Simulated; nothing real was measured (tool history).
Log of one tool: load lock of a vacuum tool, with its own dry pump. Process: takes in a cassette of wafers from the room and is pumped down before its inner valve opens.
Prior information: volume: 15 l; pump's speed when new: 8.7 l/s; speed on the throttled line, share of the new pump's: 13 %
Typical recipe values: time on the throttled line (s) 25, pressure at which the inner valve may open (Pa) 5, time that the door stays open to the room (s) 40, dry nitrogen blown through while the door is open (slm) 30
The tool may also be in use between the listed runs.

run     hour  time on the throttled line (s)  pressure at which the inner valve may open (Pa)  time that the door stays open to the room (s)  dry nitrogen blown through while the door is open (slm)  incoming humidity of the room's air, %  time from the closed door until the inner valve may open (s)  rise of the pressure with all valves shut (Pa/min)
  1      0.0                              25                                                5                                             40                                                       30                                    46.9                                                          43.6                                               0.360
  2    613.1                              25                                                5                                             40                                                       30                                    46.5                                                          44.9                                               0.387
  3    928.5                              25                                                5                                             40                                                       30                                    44.3                                                          44.4                                               0.407
  4   1541.4                              25                                                5                                             40                                                       10                                    46.7                                                          44.8                                               0.452
  5   2052.6                              25                                                5                                             40                                                       10                                    45.7                                                          44.6                                               0.483
  6   2566.9                              25                                                5                                             31                                                       10                                    43.2                                                          44.6                                               0.498
      3157.4  -- dry pump taken out, an overhauled one fitted
  7   3224.9                              25                                                5                                             31                                                       10                                    45.9                                                          38.9                                               0.540
  8   3613.6                              25                                                5                                             31                                                       10                                    45.3                                                          39.7                                               0.554
  9   4164.2                              25                                                5                                             31                                                       10                                    45.3                                                          39.1                                               0.575
 10   4588.6                              25                                                5                                             26                                                       30                                    46.7                                                          39.9                                               0.577
 11   4991.0                              25                                                5                                             40                                                       43                                    46.9                                                          39.2                                               0.606
 12   5407.2                              25                                                5                                             40                                                       43                                    44.1                                                          40.0                                               0.619
 13   5760.3                              25                                                5                                             40                                                       43                                    43.7                                                          39.1                                               0.652
 14   6326.4                              25                                                5                                             40                                                       43                                    46.9                                                          39.6                                               0.683
 15   6903.7                              25                                                5                                             40                                                       43                                    41.8                                                          39.8                                               0.709
      6952.3  -- door's seal changed, seat wiped
 16   7286.9                              25                                                5                                             40                                                       43                                    43.8                                                          40.1                                               0.027
 17   7837.4                              25                                                5                                             40                                                       43                                    44.3                                                          39.9                                               0.035
 18   8190.1                              25                                                5                                             40                                                       30                                    45.1                                                          40.7                                               0.043
 19   8540.9                              26                                               10                                             34                                                       34                                    43.2                                                          39.4                                               0.042
 20   8945.8                              25                                                5                                            237                                                       30                                    45.5                                                          40.5                                               0.096
 21   9449.7                              25                                                5                                             33                                                       34                                    45.7                                                          39.4                                               0.060
 22   9771.1                              22                                                5                                             73                                                       30                                    47.4                                                          37.5                                               0.087
 23  10315.9                              32                                                5                                             35                                                       16                                    46.1                                                          45.6                                               0.091
 24  10599.5                              25                                                6                                             75                                                       18                                    42.1                                                          40.0                                               0.101
 25  10918.2                              14                                                6                                             70                                                       18                                    45.3                                                          30.4                                               0.113
 26  11410.5                              25                                                5                                             40                                                       41                                    45.7                                                          40.5                                               0.098
 27  11986.6                              25                                                5                                             40                                                       41                                    47.6                                                          40.3                                               0.112
 28  12328.6                              25                                                7                                             40                                                       33                                    44.6                                                          39.7                                               0.114
 29  12916.9                              25                                                7                                             29                                                       33                                    44.9                                                          40.0                                               0.131
 30  13505.8                              28                                                6                                            120                                                       33                                    42.5                                                          43.2                                               0.162
 31  14151.2                              28                                                6                                            120                                                       33                                    46.5                                                          43.5                                               0.192
 32  14707.5                              28                                                6                                            120                                                       33                                    44.8                                                          42.2                                               0.204
 33  15060.3                              45                                                8                                            126                                                       33                                    43.0                                                          57.2                                               0.210
 34  15597.6                              34                                                6                                             72                                                        6                                    42.5                                                          48.8                                               0.271
 35  16238.1                              34                                                6                                             72                                                        6                                    45.4                                                          48.8                                               0.296
 36  16855.1                              15                                                5                                             72                                                        6                                    45.3                                                          33.3                                               0.316

3 options for the next run, each taken on its own from the tool as it stands now. Forecast them:
  A  17306.5                              30                                                5                                             84                                                       30                                    44.8                                                             ?                                                   ?
  B  17306.5                              37                                                5                                             33                                                       30                                    41.6                                                             ?                                                   ?
  C  17306.5                              15                                                4                                             40                                                        9                                    41.2                                                             ?                                                   ?

run  time from the closed door until the inner valve may open (s)  rise of the pressure with all valves shut (Pa/min)
  A                                                          46.2                                               0.293
  B                                                          52.2                                               0.278
  C                                                          33.6                                               0.295
The same runs, with their run-to-run variation unchanged, on a tool lacking any hidden condition would have given:
run  time from the closed door until the inner valve may open (s)  rise of the pressure with all valves shut (Pa/min)
  A                                                          43.6                                               0.045
  B                                                          49.8                                               0.034
  C                                                          30.6                                               0.052
